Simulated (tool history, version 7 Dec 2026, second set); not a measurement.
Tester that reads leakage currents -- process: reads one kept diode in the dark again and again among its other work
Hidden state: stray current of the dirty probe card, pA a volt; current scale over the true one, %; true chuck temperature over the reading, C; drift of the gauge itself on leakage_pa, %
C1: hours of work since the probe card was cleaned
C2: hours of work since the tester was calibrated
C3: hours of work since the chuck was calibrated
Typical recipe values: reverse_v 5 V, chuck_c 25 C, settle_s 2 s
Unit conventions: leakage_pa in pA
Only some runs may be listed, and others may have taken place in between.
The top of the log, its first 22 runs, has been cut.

{"run": 23, "hour": 3489.7, "reverse_v": 4.75, "chuck_c": 25, "settle_s": 0.65, "C1": 1293, "C2": 1476, "C3": 568, "leakage_pa": 112.78}
{"run": 24, "hour": 3714.3, "reverse_v": 4.75, "chuck_c": 25, "settle_s": 0.65, "C1": 1431, "C2": 1613, "C3": 705, "leakage_pa": 111.88}
{"run": 25, "hour": 3828.3, "reverse_v": 19.51, "chuck_c": 47, "settle_s": 2.46, "C1": 1500, "C2": 1683, "C3": 775, "leakage_pa": 1274.26}
{"run": 26, "hour": 3928.8, "reverse_v": 19.51, "chuck_c": 39, "settle_s": 2.46, "C1": 1562, "C2": 1745, "C3": 837, "leakage_pa": 642.7}
{"hour": 4042.5, "done": "chuck's temperature calibrated"}
{"run": 27, "hour": 4156.2, "reverse_v": 13.39, "chuck_c": 39, "settle_s": 2.46, "C1": 1700, "C2": 1883, "C3": 70, "leakage_pa": 566}
{"run": 28, "hour": 4341.5, "reverse_v": 5, "chuck_c": 21, "settle_s": 2, "C1": 1814, "C2": 1996, "C3": 183, "leakage_pa": 77.33}
{"run": 29, "hour": 4564.8, "reverse_v": 5, "chuck_c": 21, "settle_s": 2, "C1": 1950, "C2": 2133, "C3": 320, "leakage_pa": 76.77}
{"hour": 4697.3, "done": "tester calibrated"}
{"run": 30, "hour": 4785.4, "reverse_v": 5, "chuck_c": 21, "settle_s": 2, "C1": 2084, "C2": 54, "C3": 454, "leakage_pa": 77.08}
{"run": 31, "hour": 4924.1, "reverse_v": 1.48, "chuck_c": 38, "settle_s": 7.21, "C1": 2169, "C2": 139, "C3": 539, "leakage_pa": 251.67}
{"run": 32, "hour": 5024.2, "reverse_v": 1.48, "chuck_c": 38, "settle_s": 7.21, "C1": 2231, "C2": 200, "C3": 600, "leakage_pa": 252.36}
{"run": 33, "hour": 5151.6, "reverse_v": 5, "chuck_c": 26, "settle_s": 2, "C1": 2309, "C2": 278, "C3": 678, "leakage_pa": 125.03}
{"run": 34, "hour": 5299.5, "reverse_v": 5, "chuck_c": 26, "settle_s": 2, "C1": 2399, "C2": 369, "C3": 769, "leakage_pa": 125.98}
{"run": 35, "hour": 5484.3, "reverse_v": 8.86, "chuck_c": 24, "settle_s": 2.57, "C1": 2512, "C2": 482, "C3": 882, "leakage_pa": 123.75}
{"hour": 5519.1, "done": "chuck's temperature calibrated"}
{"run": 36, "hour": 5687.1, "reverse_v": 8.86, "chuck_c": 24, "settle_s": 2.57, "C1": 2635, "C2": 605, "C3": 103, "leakage_pa": 124.85}
{"run": 37, "hour": 5781.3, "reverse_v": 1.61, "chuck_c": 25, "settle_s": 2, "C1": 2693, "C2": 663, "C3": 161, "leakage_pa": 78.46}
{"run": 38, "hour": 5913.4, "reverse_v": 4.26, "chuck_c": 36, "settle_s": 2, "C1": 2774, "C2": 744, "C3": 242, "leakage_pa": 298.69}
{"run": 39, "hour": 6082.7, "reverse_v": 2.15, "chuck_c": 36, "settle_s": 1.13, "C1": 2878, "C2": 847, "C3": 345, "leakage_pa": 240.25}

Alternative continuations, all from the tool just after run 39; predict every row:
{"run": "A", "hour": 6306.8, "reverse_v": 10.39, "chuck_c": 31, "settle_s": 0.64, "C1": 3015, "C2": 985, "C3": 483, "leakage_pa": "?"}
{"run": "B", "hour": 6306.8, "reverse_v": 2.15, "chuck_c": 52, "settle_s": 1.69, "C1": 3015, "C2": 985, "C3": 483, "leakage_pa": "?"}
{"run": "C", "hour": 6306.8, "reverse_v": 2.15, "chuck_c": 53, "settle_s": 1.13, "C1": 3015, "C2": 985, "C3": 483, "leakage_pa": "?"}

run=A leakage_pa=255.47
run=B leakage_pa=932.32
run=C leakage_pa=1013.97
Stripped of hidden state, with their random variation kept, the same runs would have yielded:
run=A leakage_pa=255.22
run=B leakage_pa=931.97
run=C leakage_pa=1013.6

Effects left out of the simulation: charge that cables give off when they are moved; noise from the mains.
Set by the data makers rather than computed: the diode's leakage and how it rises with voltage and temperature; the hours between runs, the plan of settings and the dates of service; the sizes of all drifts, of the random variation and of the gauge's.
